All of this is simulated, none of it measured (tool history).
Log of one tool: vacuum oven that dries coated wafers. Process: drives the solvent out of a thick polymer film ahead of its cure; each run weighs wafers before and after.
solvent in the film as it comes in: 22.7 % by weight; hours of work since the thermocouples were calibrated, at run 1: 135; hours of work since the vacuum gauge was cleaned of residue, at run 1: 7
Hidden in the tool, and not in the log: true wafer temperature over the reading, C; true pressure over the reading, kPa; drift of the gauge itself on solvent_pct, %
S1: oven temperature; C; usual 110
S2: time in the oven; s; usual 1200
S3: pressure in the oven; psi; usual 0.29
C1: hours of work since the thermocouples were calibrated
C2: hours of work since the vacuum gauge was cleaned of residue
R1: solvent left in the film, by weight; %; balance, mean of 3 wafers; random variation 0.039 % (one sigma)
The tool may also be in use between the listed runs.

{"run": 1, "day": 0.0, "S1": 110, "S2": 1200, "S3": 0.29, "C1": 135, "C2": 7, "R1": 2.35}
{"run": 2, "day": 0.421, "S1": 110, "S2": 1140, "S3": 0.29, "C1": 140, "C2": 12, "R1": 2.46}
{"run": 3, "day": 0.808, "S1": 110, "S2": 1140, "S3": 0.218, "C1": 144, "C2": 16, "R1": 2.18}
{"run": 4, "day": 1.075, "S1": 110, "S2": 1140, "S3": 0.268, "C1": 148, "C2": 19, "R1": 2.28}
{"run": 5, "day": 1.412, "S1": 110, "S2": 1140, "S3": 0.268, "C1": 151, "C2": 23, "R1": 2.34}
{"run": 6, "day": 1.767, "S1": 110, "S2": 1140, "S3": 0.268, "C1": 156, "C2": 27, "R1": 2.28}
{"run": 7, "day": 2.112, "S1": 110, "S2": 1200, "S3": 0.29, "C1": 160, "C2": 31, "R1": 2.25}
{"run": 8, "day": 2.621, "S1": 110, "S2": 1200, "S3": 0.29, "C1": 165, "C2": 37, "R1": 2.3}
{"run": 9, "day": 3.133, "S1": 110, "S2": 1200, "S3": 0.29, "C1": 171, "C2": 43, "R1": 2.3}
{"run": 10, "day": 3.454, "S1": 110, "S2": 1200, "S3": 0.29, "C1": 175, "C2": 47, "R1": 2.28}
{"run": 11, "day": 3.971, "S1": 110, "S2": 1200, "S3": 0.29, "C1": 181, "C2": 53, "R1": 2.26}
{"day": 4.079, "done": "vacuum gauge cleaned of residue and calibrated"}
{"run": 12, "day": 4.496, "S1": 110, "S2": 1200, "S3": 0.29, "C1": 186, "C2": 5, "R1": 2.23}
{"run": 13, "day": 4.871, "S1": 110, "S2": 1200, "S3": 0.29, "C1": 191, "C2": 9, "R1": 2.25}
{"run": 14, "day": 5.171, "S1": 110, "S2": 1200, "S3": 0.245, "C1": 194, "C2": 13, "R1": 2.13}
{"day": 5.346, "done": "vacuum gauge cleaned of residue and calibrated, once more"}
{"run": 15, "day": 5.588, "S1": 110, "S2": 840, "S3": 0.29, "C1": 198, "C2": 3, "R1": 3.57}

The next listed run, before its measurement:
{"run": 16, "day": 6.038, "S1": 117, "S2": 1380, "S3": 0.252, "C1": 204, "C2": 8, "R1": "?"}

{"run 16": {"R1": 1.2}}
Without the tool's hidden state the same run would have given R1 1.22 %.
